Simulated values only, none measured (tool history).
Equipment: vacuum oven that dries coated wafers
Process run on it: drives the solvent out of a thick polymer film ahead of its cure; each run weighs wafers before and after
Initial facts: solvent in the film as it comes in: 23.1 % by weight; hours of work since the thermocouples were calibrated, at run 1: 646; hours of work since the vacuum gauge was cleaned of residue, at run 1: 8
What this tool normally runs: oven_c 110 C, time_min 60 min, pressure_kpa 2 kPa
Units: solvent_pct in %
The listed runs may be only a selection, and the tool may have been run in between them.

run    hour  oven_c  time_min  pressure_kpa  hours of work since the thermocouples were calibrated  hours of work since the vacuum gauge was cleaned of residue  solvent_pct
  1       0     110        60             2                                                    646                                                            8         1.66
  2    19.4     110        60             2                                                    656                                                           17         1.66
  3    51.9     110        60             2                                                    672                                                           33         1.69
  4    83.7     110        60             2                                                    687                                                           49         1.65
  5     119     110        42             2                                                    705                                                           66         2.84
  6   147.9     110        42             2                                                    719                                                           80         2.85
  7   176.7      98        60             2                                                    733                                                           94         5.24
  8   195.8      98        60             2                                                    742                                                          104         5.25
  9   223.9     110        60          1.89                                                    756                                                          118         1.61
 10   246.5     110        60             2                                                    767                                                          129         1.65
 11   268.7     110        60             2                                                    778                                                          140         1.68
 12   301.2     110        60             2                                                    794                                                          156         1.65
 13   330.6     110        60             2                                                    809                                                          170         1.67
 14   348.9     110        60             2                                                    818                                                          179         1.66
 15   378.7     110        60             2                                                    832                                                          194         1.64
 16   402.4     110        60             2                                                    844                                                          205         1.64
 17   430.1      99        60             2                                                    858                                                          219         4.79
 18   459.3      97        60             2                                                    872                                                          233         5.63
 19   485.5      97        60             2                                                    885                                                          246         5.68
 20   522.9      97        60             2                                                    903                                                          265         5.72
 21   558.9     102        60             2                                                    921                                                          282          3.7
 22     586     102        88             2                                                    934                                                          296         2.24
 23   624.7     102        88             2                                                    953                                                          315         2.22
 24   651.9     110        60           1.7                                                    967                                                          328         1.52
 25   669.9     110        60          3.31                                                    975                                                          337         2.23
 26   693.6     110        60          3.31                                                    987                                                          348         2.27
 27   726.7     110        60          3.31                                                   1003                                                          365         2.27
 28   754.9      96        96          6.21                                                   1017                                                          379         6.52
      764.5  -- oven's thermocouples calibrated
 29   787.8     121        92          2.36                                                     11                                                          394         0.84
 30   815.3      97        92          6.17                                                     25                                                          407         6.55
 31   842.7      96        60          3.03                                                     38                                                          421         7.05
 32   870.4      96        60          3.03                                                     52                                                          434         7.03
 33   896.3     117        66          1.47                                                     65                                                          447         0.73
 34   924.3     117        66          1.47                                                     79                                                          461         0.75
 35   960.6     117        66          1.47                                                     96                                                          479         0.73
 36     997     117        66          1.47                                                    114                                                          496         0.72
 37  1023.6     117        66          1.47                                                    127                                                          510         0.71
 38  1057.7     110        63          1.21                                                    144                                                          526         1.31
 39  1073.9     110        60          1.28                                                    152                                                          534         1.43
 40  1095.9     110        60           1.7                                                    163                                                          545         1.62
 41  1127.9     108        46           1.7                                                    179                                                          561         3.07
 42  1149.9     108        46           1.7                                                    189                                                          572         3.07
 43  1187.7     101        78          1.15                                                    208                                                          590         2.57
 44  1217.8     101        99          1.96                                                    223                                                          605         2.28
 45    1238     101        99          1.96                                                    233                                                          615         2.27
 46  1258.7     101        99          1.96                                                    243                                                          625         2.26
 47  1280.6     109        43          1.99                                                    254                                                          636         3.17

Some steps in solvent_pct, run to run, broken into two amounts with sign: the step expected even without the hidden condition (settings, incoming material, random variation), and the rest, left for the hidden condition together with whatever gauge scatter is not in both the measured and the hidden-condition-free result:
Hidden state at play: true wafer temperature over the reading, C; true pressure over the reading, kPa; drift of the gauge itself on solvent_pct, %.
Run 16 -> 17: oven_c 110 -> 99. solvent_pct +3.15 %: hidden state -0.14, all else +3.29.
Run 27 -> 28: oven_c 110 -> 96, time_min 60 -> 96, pressure_kpa 3.31 -> 6.21. solvent_pct +4.25 %: hidden state -0.14, all else +4.39.
Run 28 -> 29: oven_c 96 -> 121, time_min 96 -> 92, pressure_kpa 6.21 -> 2.36, oven's thermocouples calibrated. solvent_pct -5.68 %: hidden state +0.28, all else -5.96.
Run 29 -> 30: oven_c 121 -> 97, pressure_kpa 2.36 -> 6.17. solvent_pct +5.71 %: hidden state +0.04, all else +5.67.
Run 32 -> 33: oven_c 96 -> 117, time_min 60 -> 66, pressure_kpa 3.03 -> 1.47. solvent_pct -6.3 %: hidden state -0.02, all else -6.28.
